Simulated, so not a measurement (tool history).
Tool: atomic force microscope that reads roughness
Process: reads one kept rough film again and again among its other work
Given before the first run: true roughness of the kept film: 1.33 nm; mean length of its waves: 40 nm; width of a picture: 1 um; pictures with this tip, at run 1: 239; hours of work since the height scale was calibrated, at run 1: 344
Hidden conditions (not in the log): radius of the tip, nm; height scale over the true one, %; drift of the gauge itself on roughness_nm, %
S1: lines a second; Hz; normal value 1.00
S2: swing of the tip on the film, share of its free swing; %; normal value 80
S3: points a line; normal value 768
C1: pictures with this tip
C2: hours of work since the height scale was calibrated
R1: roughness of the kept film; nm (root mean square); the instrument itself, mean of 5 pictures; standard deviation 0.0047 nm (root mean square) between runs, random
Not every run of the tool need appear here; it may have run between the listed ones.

run 1 hour=0.0 | S1=1.00 S2=80 S3=768 | C1=239 C2=344 | R1=1.216
run 2 hour=50.4 | S1=1.00 S2=80 S3=768 | C1=339 C2=379 | R1=1.199
-- hour=73.7 new tip fitted
run 3 hour=81.0 | S1=1.00 S2=80 S3=768 | C1=15 C2=400 | R1=1.244
run 4 hour=134.0 | S1=1.00 S2=80 S3=768 | C1=120 C2=436 | R1=1.234
run 5 hour=177.5 | S1=1.00 S2=80 S3=768 | C1=207 C2=466 | R1=1.217
run 6 hour=222.3 | S1=1.00 S2=80 S3=768 | C1=297 C2=497 | R1=1.203
-- hour=266.7 new tip fitted
run 7 hour=285.9 | S1=0.65 S2=80 S3=768 | C1=38 C2=540 | R1=1.261
run 8 hour=346.9 | S1=0.65 S2=80 S3=768 | C1=160 C2=582 | R1=1.235
run 9 hour=377.0 | S1=0.65 S2=80 S3=768 | C1=220 C2=603 | R1=1.234
run 10 hour=433.9 | S1=0.65 S2=80 S3=768 | C1=334 C2=642 | R1=1.210
-- hour=460.8 new tip fitted
run 11 hour=471.9 | S1=0.65 S2=80 S3=768 | C1=22 C2=668 | R1=1.258
run 12 hour=499.6 | S1=0.65 S2=80 S3=768 | C1=77 C2=687 | R1=1.246
run 13 hour=561.1 | S1=0.65 S2=80 S3=768 | C1=200 C2=729 | R1=1.231
run 14 hour=590.6 | S1=1.00 S2=72 S3=768 | C1=259 C2=749 | R1=1.219
run 15 hour=649.6 | S1=1.00 S2=72 S3=768 | C1=377 C2=790 | R1=1.193
-- hour=654.0 new tip fitted
run 16 hour=690.1 | S1=0.56 S2=80 S3=768 | C1=72 C2=817 | R1=1.252
run 17 hour=751.1 | S1=0.56 S2=80 S3=768 | C1=194 C2=859 | R1=1.235
run 18 hour=794.2 | S1=3.85 S2=58 S3=353 | C1=280 C2=889 | R1=1.190
run 19 hour=842.5 | S1=1.55 S2=61 S3=353 | C1=377 C2=922 | R1=1.202
-- hour=848.8 new tip fitted
run 20 hour=871.6 | S1=1.55 S2=61 S3=353 | C1=45 C2=942 | R1=1.244
run 21 hour=934.9 | S1=3.64 S2=80 S3=384 | C1=172 C2=985 | R1=1.086
run 22 hour=963.2 | S1=3.64 S2=80 S3=384 | C1=228 C2=1005 | R1=1.079
run 23 hour=994.3 | S1=1.32 S2=63 S3=614 | C1=291 C2=1026 | R1=1.218
-- hour=1044.1 new tip fitted
run 24 hour=1048.5 | S1=1.32 S2=63 S3=614 | C1=9 C2=1063 | R1=1.264
run 25 hour=1104.3 | S1=1.32 S2=63 S3=614 | C1=121 C2=1101 | R1=1.238
run 26 hour=1166.8 | S1=2.65 S2=63 S3=526 | C1=246 C2=1144 | R1=1.199
run 27 hour=1222.1 | S1=1.00 S2=80 S3=696 | C1=356 C2=1182 | R1=1.182
-- hour=1237.8 new tip fitted
run 28 hour=1254.4 | S1=0.74 S2=78 S3=835 | C1=33 C2=1204 | R1=1.248
run 29 hour=1309.8 | S1=3.18 S2=75 S3=413 | C1=144 C2=1242 | R1=1.135
run 30 hour=1347.9 | S1=3.18 S2=75 S3=413 | C1=220 C2=1268 | R1=1.124
run 31 hour=1379.3 | S1=1.00 S2=71 S3=549 | C1=283 C2=1290 | R1=1.207

Hidden state at the last listed run before each entry between runs and at the first one after, where it differs:
Run 2 -> run 3: new tip fitted (hour 73.7)
  radius of the tip, nm: 16 -> 6; height scale over the true one, %: -0.47 -> -0.5
  measured result minus the result with no hidden state, R1: -0.049 -> -0.011 nm (root mean square)
Run 6 -> run 7: new tip fitted (hour 266.7)
  radius of the tip, nm: 15.7 -> 6.3; height scale over the true one, %: -0.63 -> -0.69
  measured result minus the result with no hidden state, R1: -0.050 -> -0.015 nm (root mean square)
Run 10 -> run 11: new tip fitted (hour 460.8)
  radius of the tip, nm: 16.2 -> 6.3; height scale over the true one, %: -0.83 -> -0.87
  measured result minus the result with no hidden state, R1: -0.055 -> -0.017 nm (root mean square)
Run 15 -> run 16: new tip fitted (hour 654.0)
  radius of the tip, nm: 19.5 -> 7.6; height scale over the true one, %: -1.03 -> -1.07
  measured result minus the result with no hidden state, R1: -0.069 -> -0.025 nm (root mean square)
Run 19 -> run 20: new tip fitted (hour 848.8)
  radius of the tip, nm: 18.9 -> 7; height scale over the true one, %: -1.21 -> -1.23
  measured result minus the result with no hidden state, R1: -0.069 -> -0.023 nm (root mean square)
Run 23 -> run 24: new tip fitted (hour 1044.1)
  radius of the tip, nm: 15.9 -> 5.6; height scale over the true one, %: -1.35 -> -1.4
  measured result minus the result with no hidden state, R1: -0.060 -> -0.020 nm (root mean square)
Run 27 -> run 28: new tip fitted (hour 1237.8)
  radius of the tip, nm: 17.7 -> 6.3; height scale over the true one, %: -1.55 -> -1.58
  measured result minus the result with no hidden state, R1: -0.068 -> -0.026 nm (root mean square)

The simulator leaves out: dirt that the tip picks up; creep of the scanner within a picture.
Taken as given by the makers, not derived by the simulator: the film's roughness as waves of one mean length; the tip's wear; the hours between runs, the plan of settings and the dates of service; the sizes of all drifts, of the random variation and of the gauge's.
